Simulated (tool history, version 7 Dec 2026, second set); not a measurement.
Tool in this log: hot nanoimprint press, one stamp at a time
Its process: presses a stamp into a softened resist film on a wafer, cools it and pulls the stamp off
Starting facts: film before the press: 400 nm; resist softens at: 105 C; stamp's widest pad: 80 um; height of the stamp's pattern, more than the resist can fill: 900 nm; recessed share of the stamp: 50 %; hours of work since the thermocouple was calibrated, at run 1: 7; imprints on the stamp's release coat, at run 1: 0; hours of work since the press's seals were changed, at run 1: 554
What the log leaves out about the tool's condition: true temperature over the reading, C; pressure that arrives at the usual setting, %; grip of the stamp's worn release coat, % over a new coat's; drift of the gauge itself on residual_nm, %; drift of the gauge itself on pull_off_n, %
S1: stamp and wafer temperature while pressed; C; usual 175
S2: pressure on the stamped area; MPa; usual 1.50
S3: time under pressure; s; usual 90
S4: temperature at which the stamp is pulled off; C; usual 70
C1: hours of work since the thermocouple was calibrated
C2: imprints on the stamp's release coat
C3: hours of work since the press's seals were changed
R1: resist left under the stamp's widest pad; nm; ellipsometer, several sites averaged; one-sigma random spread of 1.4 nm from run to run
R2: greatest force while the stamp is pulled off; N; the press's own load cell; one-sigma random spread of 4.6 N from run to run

{"run": 1, "hour": 0.0, "S1": 175, "S2": 1.5, "S3": 90, "S4": 70, "C1": 7, "C2": 0, "C3": 554, "R1": 228.3, "R2": 220}
{"hour": 31.6, "done": "press's hydraulic seals changed and the load cell set to zero"}
{"run": 2, "hour": 55.3, "S1": 175, "S2": 1.5, "S3": 90, "S4": 70, "C1": 44, "C2": 264, "C3": 18, "R1": 224.5, "R2": 226}
{"run": 3, "hour": 106.5, "S1": 166, "S2": 1.5, "S3": 90, "S4": 70, "C1": 84, "C2": 550, "C3": 58, "R1": 312.4, "R2": 221}
{"run": 4, "hour": 184.3, "S1": 166, "S2": 1.5, "S3": 90, "S4": 70, "C1": 145, "C2": 984, "C3": 119, "R1": 307.9, "R2": 224}
{"run": 5, "hour": 230.2, "S1": 175, "S2": 2.24, "S3": 90, "S4": 70, "C1": 180, "C2": 1241, "C3": 155, "R1": 190.1, "R2": 231}
{"run": 6, "hour": 321.0, "S1": 175, "S2": 2.24, "S3": 90, "S4": 70, "C1": 251, "C2": 1748, "C3": 226, "R1": 188.0, "R2": 227}
{"hour": 331.9, "done": "plate thermocouple calibrated"}
{"hour": 355.2, "done": "stamp cleaned and given a new release coat"}
{"run": 7, "hour": 405.7, "S1": 175, "S2": 2.24, "S3": 154, "S4": 70, "C1": 53, "C2": 282, "C3": 285, "R1": 152.8, "R2": 222}
{"run": 8, "hour": 460.2, "S1": 175, "S2": 2.24, "S3": 154, "S4": 70, "C1": 95, "C2": 586, "C3": 327, "R1": 154.7, "R2": 219}
{"run": 9, "hour": 552.8, "S1": 175, "S2": 2.24, "S3": 76, "S4": 70, "C1": 168, "C2": 1103, "C3": 400, "R1": 200.9, "R2": 225}
{"run": 10, "hour": 628.0, "S1": 175, "S2": 2.24, "S3": 76, "S4": 70, "C1": 226, "C2": 1522, "C3": 458, "R1": 199.8, "R2": 229}
{"hour": 668.9, "done": "plate thermocouple calibrated"}
{"run": 11, "hour": 672.0, "S1": 175, "S2": 2.24, "S3": 76, "S4": 70, "C1": 2, "C2": 1752, "C3": 490, "R1": 199.3, "R2": 221}
{"hour": 704.6, "done": "stamp cleaned and given a new release coat"}
{"run": 12, "hour": 764.3, "S1": 175, "S2": 2.24, "S3": 76, "S4": 70, "C1": 70, "C2": 334, "C3": 558, "R1": 199.2, "R2": 224}

What will run 13 give?
{"hour": 784.8, "done": "press's hydraulic seals changed and the load cell set to zero"}
{"run": 13, "hour": 825.9, "S1": 175, "S2": 2.24, "S3": 76, "S4": 70, "C1": 112, "C2": 633, "C3": 32, "R1": "?", "R2": "?"}

{"run 13": {"R1": 200.3, "R2": 236}}
With the hidden condition absent and the run-to-run variation left alone, this run would have shown R1 200.2 nm, R2 234 N.
